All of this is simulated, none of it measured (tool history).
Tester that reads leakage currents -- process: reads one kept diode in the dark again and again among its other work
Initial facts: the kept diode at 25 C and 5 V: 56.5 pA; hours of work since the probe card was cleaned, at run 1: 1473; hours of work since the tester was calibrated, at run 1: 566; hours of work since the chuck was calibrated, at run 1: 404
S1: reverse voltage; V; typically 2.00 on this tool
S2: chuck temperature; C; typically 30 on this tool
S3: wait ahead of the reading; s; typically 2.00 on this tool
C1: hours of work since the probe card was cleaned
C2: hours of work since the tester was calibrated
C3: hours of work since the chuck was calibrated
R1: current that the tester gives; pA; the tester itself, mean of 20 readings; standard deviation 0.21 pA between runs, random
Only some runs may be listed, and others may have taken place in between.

run 1 hour=0.0 | S1=2.00 S2=30 S3=2.00 | C1=1473 C2=566 C3=404 | R1=70.63
run 2 hour=114.3 | S1=2.00 S2=30 S3=2.00 | C1=1533 C2=626 C3=463 | R1=70.99
run 3 hour=188.8 | S1=2.00 S2=30 S3=2.00 | C1=1571 C2=665 C3=502 | R1=71.23
run 4 hour=325.7 | S1=2.00 S2=30 S3=1.39 | C1=1643 C2=736 C3=574 | R1=71.65
run 5 hour=469.2 | S1=2.00 S2=30 S3=0.58 | C1=1718 C2=811 C3=648 | R1=73.58
run 6 hour=529.8 | S1=2.00 S2=34 S3=2.00 | C1=1749 C2=842 C3=680 | R1=102.01
run 7 hour=627.0 | S1=2.00 S2=30 S3=2.00 | C1=1800 C2=893 C3=731 | R1=73.37
run 8 hour=751.5 | S1=2.00 S2=30 S3=0.70 | C1=1865 C2=958 C3=795 | R1=74.26
run 9 hour=816.6 | S1=2.00 S2=30 S3=2.00 | C1=1899 C2=992 C3=829 | R1=74.20
run 10 hour=959.1 | S1=6.25 S2=30 S3=2.00 | C1=1973 C2=1066 C3=904 | R1=107.25
run 11 hour=1027.2 | S1=6.25 S2=30 S3=2.00 | C1=2008 C2=1102 C3=939 | R1=108.06
run 12 hour=1165.7 | S1=2.00 S2=30 S3=0.99 | C1=2080 C2=1174 C3=1011 | R1=76.15
run 13 hour=1304.9 | S1=2.00 S2=30 S3=0.99 | C1=2153 C2=1246 C3=1084 | R1=77.04
run 14 hour=1369.0 | S1=2.00 S2=30 S3=0.99 | C1=2186 C2=1280 C3=1117 | R1=76.93
run 15 hour=1471.7 | S1=2.00 S2=30 S3=2.00 | C1=2240 C2=1333 C3=1171 | R1=77.27
run 16 hour=1593.6 | S1=2.00 S2=30 S3=2.00 | C1=2303 C2=1397 C3=1234 | R1=77.97
run 17 hour=1670.3 | S1=15.62 S2=30 S3=2.00 | C1=2343 C2=1437 C3=1274 | R1=154.15
run 18 hour=1747.3 | S1=6.13 S2=30 S3=2.00 | C1=2383 C2=1477 C3=1314 | R1=112.34
-- hour=1833.5 chuck's temperature calibrated
run 19 hour=1833.5 | S1=6.13 S2=30 S3=2.00 | C1=2427 C2=1521 C3=0 | R1=101.06
run 20 hour=1922.1 | S1=6.13 S2=30 S3=2.00 | C1=2473 C2=1567 C3=46 | R1=100.79
run 21 hour=2038.7 | S1=4.60 S2=53 S3=0.34 | C1=2534 C2=1627 C3=107 | R1=588.93
run 22 hour=2107.6 | S1=2.77 S2=32 S3=2.00 | C1=2570 C2=1663 C3=143 | R1=93.19
run 23 hour=2252.4 | S1=2.77 S2=32 S3=2.00 | C1=2645 C2=1739 C3=218 | R1=94.63
run 24 hour=2328.8 | S1=2.77 S2=32 S3=2.00 | C1=2685 C2=1779 C3=258 | R1=95.17
run 25 hour=2402.9 | S1=2.96 S2=26 S3=0.99 | C1=2724 C2=1817 C3=297 | R1=59.05
run 26 hour=2532.6 | S1=10.80 S2=26 S3=1.20 | C1=2791 C2=1885 C3=364 | R1=94.07
run 27 hour=2598.6 | S1=10.80 S2=26 S3=1.20 | C1=2826 C2=1919 C3=399 | R1=94.24
run 28 hour=2702.8 | S1=2.00 S2=22 S3=1.22 | C1=2880 C2=1973 C3=453 | R1=36.86
run 29 hour=2808.1 | S1=1.75 S2=22 S3=6.35 | C1=2935 C2=2028 C3=508 | R1=34.99
run 30 hour=2888.0 | S1=1.75 S2=22 S3=6.35 | C1=2977 C2=2070 C3=549 | R1=35.51
run 31 hour=2960.6 | S1=1.75 S2=22 S3=6.35 | C1=3014 C2=2108 C3=587 | R1=35.75
-- hour=3019.1 probe card cleaned and baked
run 32 hour=3041.8 | S1=1.75 S2=22 S3=6.35 | C1=12 C2=2149 C3=628 | R1=34.46
run 33 hour=3176.1 | S1=2.03 S2=22 S3=0.34 | C1=82 C2=2218 C3=698 | R1=38.71
run 34 hour=3312.7 | S1=2.47 S2=21 S3=0.34 | C1=153 C2=2290 C3=769 | R1=38.55
run 35 hour=3386.8 | S1=2.47 S2=21 S3=0.34 | C1=192 C2=2328 C3=808 | R1=38.68
run 36 hour=3525.1 | S1=9.45 S2=35 S3=0.34 | C1=264 C2=2400 C3=880 | R1=197.87
run 37 hour=3598.7 | S1=9.45 S2=35 S3=0.34 | C1=302 C2=2439 C3=918 | R1=197.76
run 38 hour=3693.5 | S1=9.45 S2=35 S3=0.34 | C1=351 C2=2488 C3=967 | R1=199.49
run 39 hour=3753.7 | S1=2.00 S2=30 S3=0.88 | C1=383 C2=2519 C3=999 | R1=78.12
run 40 hour=3892.9 | S1=2.00 S2=30 S3=0.88 | C1=455 C2=2592 C3=1071 | R1=78.35

What if the next run were any one of these 4? Each begins from the tool's condition after run 40:
run A hour=4009.3 | S1=2.00 S2=49 S3=3.14 | C1=516 C2=2653 C3=1132 | R1=?
run B hour=4009.3 | S1=1.07 S2=45 S3=2.00 | C1=516 C2=2653 C3=1132 | R1=?
run C hour=4009.3 | S1=1.39 S2=42 S3=0.45 | C1=516 C2=2653 C3=1132 | R1=?
run D hour=4009.3 | S1=6.66 S2=30 S3=1.73 | C1=516 C2=2653 C3=1132 | R1=?

run=A R1=371.88
run=B R1=224.57
run=C R1=192.41
run=D R1=114.35
With the hidden condition removed and each run's random variation left untouched, the same runs would have given:
run=A R1=324.73
run=B R1=195.51
run=C R1=167.17
run=D R1=97.78
